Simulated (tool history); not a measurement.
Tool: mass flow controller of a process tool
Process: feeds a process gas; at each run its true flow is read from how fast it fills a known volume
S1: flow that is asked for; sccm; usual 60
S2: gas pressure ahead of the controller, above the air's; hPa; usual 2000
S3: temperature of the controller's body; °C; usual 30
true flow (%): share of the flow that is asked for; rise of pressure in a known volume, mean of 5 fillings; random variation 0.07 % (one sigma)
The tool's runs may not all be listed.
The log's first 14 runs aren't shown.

{"run": 15, "hour": 1050.3, "S1": 60, "S2": 2000, "S3": 30, "true flow (%)": 98.27}
{"run": 16, "hour": 1119.3, "S1": 60, "S2": 2000, "S3": 30, "true flow (%)": 98.05}
{"run": 17, "hour": 1201.9, "S1": 95, "S2": 2000, "S3": 30, "true flow (%)": 98.78}
{"run": 18, "hour": 1280.6, "S1": 60, "S2": 1940, "S3": 30, "true flow (%)": 98.11}
{"run": 19, "hour": 1364.5, "S1": 60, "S2": 1940, "S3": 30, "true flow (%)": 98.09}
{"run": 20, "hour": 1456.5, "S1": 60, "S2": 1940, "S3": 30, "true flow (%)": 98.1}
{"run": 21, "hour": 1553.7, "S1": 60, "S2": 2000, "S3": 30, "true flow (%)": 98.07}
{"run": 22, "hour": 1655.1, "S1": 60, "S2": 2000, "S3": 30, "true flow (%)": 97.96}
{"run": 23, "hour": 1705.7, "S1": 60, "S2": 2000, "S3": 30, "true flow (%)": 97.93}
{"run": 24, "hour": 1791.3, "S1": 60, "S2": 2000, "S3": 30, "true flow (%)": 98.07}
{"run": 25, "hour": 1837.3, "S1": 62, "S2": 2000, "S3": 26, "true flow (%)": 97.63}
{"run": 26, "hour": 1899.1, "S1": 108, "S2": 2000, "S3": 30, "true flow (%)": 99.01}
{"run": 27, "hour": 1997.0, "S1": 106, "S2": 2570, "S3": 30, "true flow (%)": 98.69}
{"run": 28, "hour": 2063.2, "S1": 106, "S2": 2570, "S3": 30, "true flow (%)": 98.74}
{"run": 29, "hour": 2159.5, "S1": 31, "S2": 2240, "S3": 32, "true flow (%)": 96.69}
{"run": 30, "hour": 2245.2, "S1": 75, "S2": 1960, "S3": 32, "true flow (%)": 98.47}
{"run": 31, "hour": 2300.9, "S1": 48, "S2": 2000, "S3": 26, "true flow (%)": 97.19}
{"run": 32, "hour": 2353.2, "S1": 48, "S2": 2000, "S3": 26, "true flow (%)": 97.13}
{"run": 33, "hour": 2406.9, "S1": 35, "S2": 2000, "S3": 33, "true flow (%)": 97.13}
{"run": 34, "hour": 2482.8, "S1": 50, "S2": 1710, "S3": 27, "true flow (%)": 97.46}
{"run": 35, "hour": 2549.3, "S1": 26, "S2": 2420, "S3": 32, "true flow (%)": 96.08}
{"run": 36, "hour": 2635.6, "S1": 26, "S2": 2420, "S3": 32, "true flow (%)": 95.98}

Forecast run 37:
{"run": 37, "hour": 2685.2, "S1": 26, "S2": 2420, "S3": 32, "true flow (%)": "?"}

true flow (%): 96.01
Without the tool's hidden state the same run would have given true flow (%) 98.22.

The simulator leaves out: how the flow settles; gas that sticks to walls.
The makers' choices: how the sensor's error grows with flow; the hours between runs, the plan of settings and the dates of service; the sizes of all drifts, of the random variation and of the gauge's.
